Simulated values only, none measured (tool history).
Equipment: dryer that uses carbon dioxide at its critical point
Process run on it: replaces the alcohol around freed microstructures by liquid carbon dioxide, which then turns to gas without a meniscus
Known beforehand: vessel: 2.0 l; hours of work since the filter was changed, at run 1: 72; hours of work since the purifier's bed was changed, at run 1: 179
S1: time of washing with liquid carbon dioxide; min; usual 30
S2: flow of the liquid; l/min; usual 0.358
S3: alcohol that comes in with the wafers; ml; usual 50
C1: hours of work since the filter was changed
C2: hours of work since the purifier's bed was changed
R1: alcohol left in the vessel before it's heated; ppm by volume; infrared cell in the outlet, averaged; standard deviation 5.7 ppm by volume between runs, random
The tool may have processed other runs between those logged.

Run 1, hour 0.0: usual settings; C1 72; C2 179. Result: R1 287 ppm by volume.
Run 2, hour 20.0: usual settings; C1 80; C2 187. Result: R1 282 ppm by volume.
Run 3, hour 48.6: usual settings; C1 93; C2 200. Result: R1 300 ppm by volume.
Run 4, hour 78.7: usual settings; C1 106; C2 213. Result: R1 316 ppm by volume.
Run 5, hour 108.3: usual settings but S3 44 ml; C1 119; C2 226. Result: R1 294 ppm by volume.
Run 6, hour 128.0: usual settings but S3 44 ml; C1 127; C2 234. Result: R1 304 ppm by volume.
Run 7, hour 147.3: usual settings but S3 44 ml; C1 136; C2 243. Result: R1 311 ppm by volume.
Run 8, hour 162.5: usual settings but S3 20 ml; C1 142; C2 249. Result: R1 215 ppm by volume.
Run 9, hour 194.7: usual settings but S3 20 ml; C1 156; C2 263. Result: R1 226 ppm by volume.
Run 10, hour 221.5: usual settings but S3 20 ml; C1 168; C2 275. Result: R1 238 ppm by volume.
Run 11, hour 252.5: usual settings but S2 0.448 l/min, S3 20 ml; C1 181; C2 288. Result: R1 174 ppm by volume.
Run 12, hour 284.4: usual settings but S1 39 min; C1 195; C2 302. Result: R1 213 ppm by volume.
Run 13, hour 311.5: usual settings but S1 39 min, S2 0.293 l/min, S3 20 ml; C1 207; C2 314. Result: R1 243 ppm by volume.
Run 14, hour 332.4: usual settings but S1 20 min, S2 0.506 l/min, S3 23 ml; C1 216; C2 323. Result: R1 294 ppm by volume.
Run 15, hour 356.7: usual settings but S1 19 min, S2 0.251 l/min, S3 29 ml; C1 226; C2 334. Result: R1 2014 ppm by volume.
Run 16, hour 385.3: usual settings but S2 0.278 l/min, S3 68 ml; C1 239; C2 346. Result: R1 1105 ppm by volume.
Run 17, hour 405.3: usual settings but S1 19 min, S3 98 ml; C1 248; C2 355. Result: R1 2624 ppm by volume.
Run 18, hour 429.4: usual settings but S1 39 min, S2 0.334 l/min, S3 49 ml; C1 258; C2 365. Result: R1 275 ppm by volume.
Run 19, hour 443.4: usual settings but S1 39 min, S2 0.334 l/min, S3 49 ml; C1 264; C2 371. Result: R1 291 ppm by volume.
Run 20, hour 462.5: usual settings but S1 29 min, S2 0.528 l/min, S3 21 ml; C1 272; C2 380. Result: R1 219 ppm by volume.
Run 21, hour 485.6: usual settings but S1 29 min, S2 0.528 l/min, S3 21 ml; C1 282; C2 390. Result: R1 218 ppm by volume.
Run 22, hour 508.1: usual settings but S1 21 min, S2 0.528 l/min, S3 31 ml; C1 292; C2 399. Result: R1 333 ppm by volume.
Run 23, hour 524.1: usual settings but S2 0.241 l/min, S3 104 ml; C1 299; C2 406. Result: R1 2699 ppm by volume.

Each row is a separate what-if for the run after 23, all from the same tool condition, not one after another. Results?
At hour 531.9: inlet filter changed.
Run A, hour 546.6: usual settings but S1 47 min, S2 0.334 l/min, S3 48 ml; C1 6; C2 416. Result: R1 ?.
At hour 531.9: inlet filter changed.
Run B, hour 546.6: usual settings but S1 40 min, S2 0.334 l/min, S3 22 ml; C1 6; C2 416. Result: R1 ?.
At hour 531.9: inlet filter changed.
Run C, hour 546.6: usual settings but S1 46 min; C1 6; C2 416. Result: R1 ?.
At hour 531.9: inlet filter changed.
Run D, hour 546.6: usual settings but S2 0.559 l/min; C1 6; C2 416. Result: R1 ?.
At hour 531.9: inlet filter changed.
Run E, hour 546.6: usual settings but S1 22 min, S2 0.241 l/min, S3 104 ml; C1 6; C2 416. Result: R1 ?.

run    R1
  A   256
  B   253
  C   232
  D   228
  E  5217
Without the tool's hidden state the same runs would have given:
run    R1
  A    30
  B    29
  C     9
  D     8
  E  4966
